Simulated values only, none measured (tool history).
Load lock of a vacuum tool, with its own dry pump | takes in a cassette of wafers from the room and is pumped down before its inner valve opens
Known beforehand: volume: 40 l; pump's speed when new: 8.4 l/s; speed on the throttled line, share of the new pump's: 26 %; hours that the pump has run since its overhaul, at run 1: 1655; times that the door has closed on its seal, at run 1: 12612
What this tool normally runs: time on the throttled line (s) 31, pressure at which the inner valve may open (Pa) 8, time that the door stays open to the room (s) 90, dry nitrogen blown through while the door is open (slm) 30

| run | day | time on the throttled line (s) | pressure at which the inner valve may open (Pa) | time that the door stays open to the room (s) | dry nitrogen blown through while the door is open (slm) | hours that the pump has run since its overhaul | times that the door has closed on its seal | incoming humidity of the room's air, % | time from the closed door until the inner valve may open (s) | rise of the pressure with all valves shut (Pa/min) |
|---|---|---|---|---|---|---|---|---|---|---|
| 1 | 0.000 | 31 | 8 | 90 | 30 | 1655 | 12612 | 43.9 | 69.8 | 0.116 |
| 2 | 3.529 | 31 | 8 | 90 | 8 | 1740 | 12888 | 45.0 | 69.7 | 0.133 |
| 3 | 7.062 | 31 | 8 | 90 | 8 | 1825 | 13164 | 42.1 | 69.7 | 0.132 |
| 4 | 9.146 | 31 | 8 | 90 | 8 | 1875 | 13327 | 45.8 | 69.4 | 0.135 |
| 5 | 12.696 | 31 | 8 | 53 | 8 | 1960 | 13605 | 45.2 | 69.9 | 0.133 |
| 6 | 16.829 | 31 | 8 | 53 | 8 | 2059 | 13928 | 46.6 | 69.4 | 0.132 |
| 7 | 20.025 | 31 | 8 | 53 | 8 | 2136 | 14178 | 47.3 | 70.5 | 0.133 |
| 8 | 22.138 | 31 | 8 | 227 | 30 | 2187 | 14344 | 42.8 | 69.8 | 0.145 |
| 9 | 25.933 | 31 | 8 | 227 | 30 | 2278 | 14640 | 46.1 | 70.7 | 0.153 |
| 10 | 27.888 | 31 | 8 | 90 | 22 | 2325 | 14793 | 45.2 | 70.5 | 0.144 |
| 11 | 30.654 | 33 | 8 | 90 | 30 | 2391 | 15010 | 47.9 | 72.4 | 0.147 |
| 12 | 33.212 | 31 | 8 | 90 | 6 | 2453 | 15210 | 44.6 | 70.3 | 0.157 |
| 13 | 37.242 | 31 | 8 | 90 | 30 | 2549 | 15525 | 45.1 | 70.6 | 0.147 |
| 14 | 40.358 | 31 | 8 | 90 | 30 | 2624 | 15769 | 47.3 | 70.4 | 0.153 |
| 15 | 43.012 | 31 | 8 | 90 | 30 | 2688 | 15977 | 46.3 | 71.4 | 0.158 |
| 16 | 45.946 | 31 | 8 | 85 | 30 | 2758 | 16206 | 44.8 | 70.9 | 0.157 |
| 17 | 48.804 | 31 | 8 | 85 | 30 | 2827 | 16430 | 44.1 | 71.4 | 0.156 |
| 18 | 50.804 | 31 | 8 | 85 | 30 | 2875 | 16586 | 43.9 | 70.6 | 0.161 |
| 19 | 53.275 | 31 | 12 | 90 | 30 | 2934 | 16780 | 44.7 | 67.9 | 0.157 |
| 20 | 56.367 | 57 | 13 | 147 | 6 | 3008 | 17021 | 46.5 | 86.7 | 0.182 |
| 21 | 59.367 | 44 | 14 | 237 | 4 | 3080 | 17256 | 44.8 | 77.6 | 0.205 |
| 22 | 61.462 | 44 | 14 | 237 | 8 | 3131 | 17420 | 44.4 | 76.5 | 0.201 |
| 23 | 65.338 | 31 | 10 | 39 | 30 | 3224 | 17723 | 45.2 | 69.5 | 0.161 |
| 24 | 68.108 | 18 | 9 | 90 | 30 | 3290 | 17940 | 44.7 | 61.0 | 0.180 |
| 25 | 70.238 | 18 | 9 | 90 | 30 | 3341 | 18107 | 45.4 | 61.6 | 0.181 |
| 26 | 72.188 | 55 | 9 | 186 | 36 | 3388 | 18259 | 46.9 | 86.9 | 0.182 |
| 27 | 74.275 | 31 | 16 | 90 | 30 | 3438 | 18423 | 44.4 | 67.7 | 0.184 |
| 28 | 76.367 | 31 | 15 | 90 | 30 | 3488 | 18586 | 41.8 | 68.3 | 0.185 |
| 29 | 78.962 | 24 | 8 | 90 | 26 | 3551 | 18790 | 43.6 | 66.7 | 0.187 |
| 30 | 81.800 | 24 | 14 | 90 | 6 | 3619 | 19012 | 41.3 | 63.3 | 0.196 |
| 31 | 85.917 | 24 | 14 | 90 | 6 | 3717 | 19333 | 44.0 | 63.8 | 0.201 |
| 32 | 88.483 | 35 | 8 | 27 | 30 | 3779 | 19534 | 43.7 | 73.3 | 0.186 |
| 33 | 91.892 | 23 | 8 | 90 | 19 | 3861 | 19801 | 49.9 | 65.2 | 0.204 |
| 34 | 94.446 | 23 | 8 | 90 | 4 | 3922 | 20001 | 44.0 | 66.2 | 0.214 |
| 35 | 96.275 | 23 | 9 | 70 | 14 | 3966 | 20144 | 45.0 | 65.2 | 0.214 |
| 36 | 98.992 | 20 | 12 | 202 | 19 | 4031 | 20356 | 46.9 | 61.3 | 0.226 |
| 37 | 102.433 | 30 | 8 | 65 | 30 | 4114 | 20626 | 40.6 | 71.2 | 0.207 |

Some steps in time from the closed door until the inner valve may open (s), run to run, broken into two amounts with sign: the step expected even without the hidden condition (settings, incoming material, random variation), and the rest, left for the hidden condition together with whatever gauge scatter is not in both the measured and the hidden-condition-free result:
The tool's hidden condition here consists of: pump's speed, % of a new pump's; leak at the door's seal, Pa l/s; drift of the gauge itself on ready_s, %; drift of the gauge itself on rise_pa_min, %.
Run 19 -> 20: time on the throttled line (s) 31 -> 57, pressure at which the inner valve may open (Pa) 12 -> 13, time that the door stays open to the room (s) 90 -> 147, dry nitrogen blown through while the door is open (slm) 30 -> 6. time from the closed door until the inner valve may open (s) +18.8: hidden state -0.4, all else +19.2.
Run 25 -> 26: time on the throttled line (s) 18 -> 55, time that the door stays open to the room (s) 90 -> 186, dry nitrogen blown through while the door is open (slm) 30 -> 36. time from the closed door until the inner valve may open (s) +25.3: hidden state -0.7, all else +26.0.
Run 26 -> 27: time on the throttled line (s) 55 -> 31, pressure at which the inner valve may open (Pa) 9 -> 16, time that the door stays open to the room (s) 186 -> 90, dry nitrogen blown through while the door is open (slm) 36 -> 30. time from the closed door until the inner valve may open (s) -19.2: hidden state +0.4, all else -19.6.
Run 32 -> 33: time on the throttled line (s) 35 -> 23, time that the door stays open to the room (s) 27 -> 90, dry nitrogen blown through while the door is open (slm) 30 -> 19. time from the closed door until the inner valve may open (s) -8.1: hidden state +0.5, all else -8.6.
